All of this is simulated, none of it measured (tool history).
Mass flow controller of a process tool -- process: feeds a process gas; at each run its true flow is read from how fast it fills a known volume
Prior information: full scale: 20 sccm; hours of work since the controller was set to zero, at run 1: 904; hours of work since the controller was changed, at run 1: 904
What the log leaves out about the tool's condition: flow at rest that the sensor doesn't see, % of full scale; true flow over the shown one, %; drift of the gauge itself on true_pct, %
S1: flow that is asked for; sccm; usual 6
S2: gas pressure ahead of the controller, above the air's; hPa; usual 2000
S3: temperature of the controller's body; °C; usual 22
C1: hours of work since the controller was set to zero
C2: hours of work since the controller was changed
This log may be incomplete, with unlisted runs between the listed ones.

{"run": 1, "hour": 0.0, "S1": 6, "S2": 2000, "S3": 22, "C1": 904, "C2": 904, "true flow (%)": 98.62}
{"run": 2, "hour": 85.7, "S1": 6, "S2": 2000, "S3": 22, "C1": 946, "C2": 946, "true flow (%)": 98.68}
{"run": 3, "hour": 136.2, "S1": 10, "S2": 2000, "S3": 22, "C1": 971, "C2": 971, "true flow (%)": 99.16}
{"run": 4, "hour": 224.1, "S1": 10, "S2": 2000, "S3": 38, "C1": 1014, "C2": 1014, "true flow (%)": 100.75}
{"run": 5, "hour": 275.8, "S1": 6, "S2": 2000, "S3": 36, "C1": 1040, "C2": 1040, "true flow (%)": 100.22}
{"run": 6, "hour": 370.0, "S1": 6, "S2": 2000, "S3": 36, "C1": 1086, "C2": 1086, "true flow (%)": 100.33}
{"run": 7, "hour": 418.6, "S1": 6, "S2": 2000, "S3": 36, "C1": 1110, "C2": 1110, "true flow (%)": 100.25}
{"run": 8, "hour": 476.7, "S1": 6, "S2": 2000, "S3": 22, "C1": 1138, "C2": 1138, "true flow (%)": 98.82}
{"run": 9, "hour": 567.0, "S1": 6, "S2": 2000, "S3": 22, "C1": 1183, "C2": 1183, "true flow (%)": 98.8}
{"run": 10, "hour": 645.3, "S1": 6, "S2": 2000, "S3": 22, "C1": 1221, "C2": 1221, "true flow (%)": 99.01}
{"run": 11, "hour": 699.0, "S1": 6, "S2": 1890, "S3": 22, "C1": 1248, "C2": 1248, "true flow (%)": 98.96}
{"run": 12, "hour": 783.6, "S1": 6, "S2": 2230, "S3": 22, "C1": 1289, "C2": 1289, "true flow (%)": 98.8}
{"run": 13, "hour": 840.2, "S1": 3, "S2": 2230, "S3": 22, "C1": 1317, "C2": 1317, "true flow (%)": 98.75}
{"run": 14, "hour": 932.0, "S1": 15, "S2": 2000, "S3": 22, "C1": 1362, "C2": 1362, "true flow (%)": 100.06}
{"run": 15, "hour": 1016.7, "S1": 15, "S2": 2000, "S3": 22, "C1": 1404, "C2": 1404, "true flow (%)": 100.06}
{"run": 16, "hour": 1072.6, "S1": 15, "S2": 2000, "S3": 31, "C1": 1431, "C2": 1431, "true flow (%)": 101.04}
{"run": 17, "hour": 1139.6, "S1": 15, "S2": 2000, "S3": 31, "C1": 1464, "C2": 1464, "true flow (%)": 100.98}
{"run": 18, "hour": 1202.0, "S1": 15, "S2": 2000, "S3": 31, "C1": 1495, "C2": 1495, "true flow (%)": 101.02}
{"run": 19, "hour": 1289.9, "S1": 15, "S2": 2000, "S3": 31, "C1": 1538, "C2": 1538, "true flow (%)": 101}
{"run": 20, "hour": 1355.8, "S1": 15, "S2": 2000, "S3": 31, "C1": 1570, "C2": 1570, "true flow (%)": 101.06}
{"run": 21, "hour": 1430.7, "S1": 6, "S2": 1440, "S3": 22, "C1": 1607, "C2": 1607, "true flow (%)": 99.38}
{"run": 22, "hour": 1504.7, "S1": 6, "S2": 2660, "S3": 22, "C1": 1643, "C2": 1643, "true flow (%)": 98.86}
{"run": 23, "hour": 1587.7, "S1": 6, "S2": 2000, "S3": 22, "C1": 1684, "C2": 1684, "true flow (%)": 99.3}
{"run": 24, "hour": 1660.9, "S1": 6, "S2": 2000, "S3": 22, "C1": 1720, "C2": 1720, "true flow (%)": 99.33}
{"run": 25, "hour": 1699.5, "S1": 6, "S2": 2000, "S3": 26, "C1": 1739, "C2": 1739, "true flow (%)": 99.74}
{"run": 26, "hour": 1747.2, "S1": 11, "S2": 2140, "S3": 26, "C1": 1762, "C2": 1762, "true flow (%)": 100.14}
{"run": 27, "hour": 1810.7, "S1": 6, "S2": 2000, "S3": 22, "C1": 1794, "C2": 1794, "true flow (%)": 99.55}
{"run": 28, "hour": 1851.2, "S1": 2, "S2": 2410, "S3": 22, "C1": 1814, "C2": 1814, "true flow (%)": 99.31}
{"run": 29, "hour": 1933.9, "S1": 2, "S2": 2510, "S3": 27, "C1": 1854, "C2": 1854, "true flow (%)": 99.96}
{"run": 30, "hour": 1996.4, "S1": 6, "S2": 2580, "S3": 22, "C1": 1885, "C2": 1885, "true flow (%)": 99.32}
{"run": 31, "hour": 2045.6, "S1": 6, "S2": 2580, "S3": 22, "C1": 1909, "C2": 1909, "true flow (%)": 99.06}
{"run": 32, "hour": 2113.7, "S1": 6, "S2": 2580, "S3": 22, "C1": 1942, "C2": 1942, "true flow (%)": 99.11}
{"run": 33, "hour": 2203.9, "S1": 7, "S2": 2000, "S3": 21, "C1": 1987, "C2": 1987, "true flow (%)": 99.44}
{"run": 34, "hour": 2278.8, "S1": 6, "S2": 2160, "S3": 25, "C1": 2024, "C2": 2024, "true flow (%)": 99.83}
{"run": 35, "hour": 2342.2, "S1": 8, "S2": 2160, "S3": 25, "C1": 2055, "C2": 2055, "true flow (%)": 99.91}
{"run": 36, "hour": 2389.0, "S1": 8, "S2": 2160, "S3": 25, "C1": 2078, "C2": 2078, "true flow (%)": 100.11}
{"run": 37, "hour": 2467.4, "S1": 4, "S2": 2320, "S3": 31, "C1": 2116, "C2": 2116, "true flow (%)": 100.39}
{"run": 38, "hour": 2536.0, "S1": 4, "S2": 2320, "S3": 31, "C1": 2150, "C2": 2150, "true flow (%)": 100.31}
{"run": 39, "hour": 2605.2, "S1": 12, "S2": 1940, "S3": 33, "C1": 2184, "C2": 2184, "true flow (%)": 101.43}
{"run": 40, "hour": 2662.0, "S1": 6, "S2": 1590, "S3": 22, "C1": 2212, "C2": 2212, "true flow (%)": 99.89}
{"run": 41, "hour": 2709.7, "S1": 6, "S2": 1590, "S3": 22, "C1": 2235, "C2": 2235, "true flow (%)": 100.01}
{"run": 42, "hour": 2795.9, "S1": 6, "S2": 1590, "S3": 22, "C1": 2278, "C2": 2278, "true flow (%)": 100.06}
{"run": 43, "hour": 2838.8, "S1": 6, "S2": 2000, "S3": 22, "C1": 2299, "C2": 2299, "true flow (%)": 99.78}
{"run": 44, "hour": 2878.3, "S1": 6, "S2": 2000, "S3": 22, "C1": 2318, "C2": 2318, "true flow (%)": 99.87}
{"run": 45, "hour": 2923.1, "S1": 8, "S2": 2720, "S3": 22, "C1": 2340, "C2": 2340, "true flow (%)": 99.46}
{"run": 46, "hour": 2979.6, "S1": 8, "S2": 2720, "S3": 22, "C1": 2368, "C2": 2368, "true flow (%)": 99.56}
{"run": 47, "hour": 3062.7, "S1": 6, "S2": 2520, "S3": 34, "C1": 2409, "C2": 2409, "true flow (%)": 100.82}
{"run": 48, "hour": 3131.5, "S1": 6, "S2": 2520, "S3": 34, "C1": 2442, "C2": 2442, "true flow (%)": 100.88}

A few steps of true flow (%) between consecutive runs. Split each: what settings, incoming material and random variation would produce without the hidden state, and what is left over for the hidden state, along with gauge scatter present in only one of the two compared results (measured, and without hidden state):
Run 3 -> 4: S3 22 -> 38. true flow (%) +1.59: hidden state +0.04, all else +1.55.
Run 20 -> 21: S1 15 -> 6, S2 2000 -> 1440, S3 31 -> 22. true flow (%) -1.68: hidden state +0.24, all else -1.92.
Run 27 -> 28: S1 6 -> 2, S2 2000 -> 2410. true flow (%) -0.24: hidden state +0.81, all else -1.05.
Run 29 -> 30: S1 2 -> 6, S2 2510 -> 2580, S3 27 -> 22. true flow (%) -0.64: hidden state -0.78, all else +0.14.
Run 38 -> 39: S1 4 -> 12, S2 2320 -> 1940, S3 31 -> 33. true flow (%) +1.12: hidden state -0.44, all else +1.56.
Run 39 -> 40: S1 12 -> 6, S2 1940 -> 1590, S3 33 -> 22. true flow (%) -1.54: hidden state +0.25, all else -1.79.

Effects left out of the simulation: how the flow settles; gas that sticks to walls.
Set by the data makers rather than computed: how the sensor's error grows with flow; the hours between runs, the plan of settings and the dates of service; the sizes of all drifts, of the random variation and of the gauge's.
